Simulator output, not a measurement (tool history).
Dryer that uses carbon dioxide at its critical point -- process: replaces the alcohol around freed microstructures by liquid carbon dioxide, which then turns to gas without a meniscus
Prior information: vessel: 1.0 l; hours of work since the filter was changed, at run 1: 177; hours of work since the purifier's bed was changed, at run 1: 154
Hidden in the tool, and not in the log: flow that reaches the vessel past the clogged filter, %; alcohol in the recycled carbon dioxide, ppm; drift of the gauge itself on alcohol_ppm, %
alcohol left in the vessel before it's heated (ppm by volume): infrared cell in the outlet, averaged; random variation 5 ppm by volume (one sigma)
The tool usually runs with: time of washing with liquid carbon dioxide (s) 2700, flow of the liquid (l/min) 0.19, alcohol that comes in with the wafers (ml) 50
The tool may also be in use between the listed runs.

run	hour	time of washing with liquid carbon dioxide (s)	flow of the liquid (l/min)	alcohol that comes in with the wafers (ml)	hours of work since the filter was changed	hours of work since the purifier's bed was changed	alcohol left in the vessel before it's heated (ppm by volume)
1	0	2700	0.19	50	177	154	104
2	18.5	2700	0.19	50	184	161	114
3	36.5	2700	0.19	50	191	168	106
4	49.4	2700	0.19	50	196	172	107
5	59.2	2700	0.19	20	199	176	78
6	77.9	2700	0.19	50	206	183	120
7	93.2	2700	0.19	50	212	189	113
8	102.9	2700	0.19	50	216	192	119
9	124.6	2700	0.19	50	224	201	127
10	136.6	2700	0.19	50	228	205	132
11	156	2700	0.19	50	236	212	149
12	172.6	2700	0.19	50	242	219	144
# hour 181.7: inlet filter changed
13	195.1	2700	0.19	50	5	227	85
14	205.6	2700	0.19	110	9	231	122
15	218.4	2700	0.19	110	14	235	110
16	232.4	2700	0.19	110	19	241	116
17	252	2700	0.262	50	26	248	64
18	262.5	2700	0.19	50	30	252	93
19	278.9	2700	0.19	50	36	258	94
20	298.5	2700	0.19	50	44	265	96
21	310.8	2700	0.19	50	48	270	99
22	324.9	2700	0.19	39	54	275	106
23	342.7	2700	0.19	39	60	282	102
24	351.9	2700	0.19	39	64	285	103
25	363.2	2700	0.166	55	68	290	171
26	381.1	2160	0.295	50	75	296	94
27	402.9	1620	0.19	85	83	305	1158
28	414	2700	0.156	54	87	309	236
29	434.2	2700	0.268	44	95	316	83
30	443.5	2700	0.268	44	98	320	79
31	456	2700	0.268	44	103	325	93
32	472	3060	0.192	106	109	331	126
33	490.1	1740	0.19	110	116	337	1211
34	509.8	1740	0.25	55	123	345	216
35	523.5	1740	0.25	55	128	350	241
36	537.2	2280	0.192	98	133	355	346
37	556.2	2280	0.192	98	140	362	344
38	578.3	2280	0.192	98	149	370	342
39	599.8	3240	0.234	60	157	378	99
40	613.9	3240	0.234	60	162	384	104
41	627.8	1680	0.234	36	167	389	287
42	637.1	1680	0.234	36	171	392	308
43	654.4	1680	0.234	36	177	399	306
44	665.3	1680	0.234	36	181	403	306
45	685.7	2700	0.196	50	189	411	157
46	702.5	3360	0.206	50	195	417	113
47	719.9	3840	0.19	45	202	423	121
48	741.8	3300	0.161	45	210	432	158

What differs in the tool's unlogged condition from the final listed run ahead of each entry between runs to the first listed run following it?
In the gap between runs 12 and 13: inlet filter changed (hour 181.7)
  flow that reaches the vessel past the clogged filter, %: 83.3 -> 99.6; alcohol in the recycled carbon dioxide, ppm: 60.2 -> 62.3
  what was measured, less what the result would be without the hidden state, alcohol left in the vessel before it's heated (ppm by volume): +113 -> +58
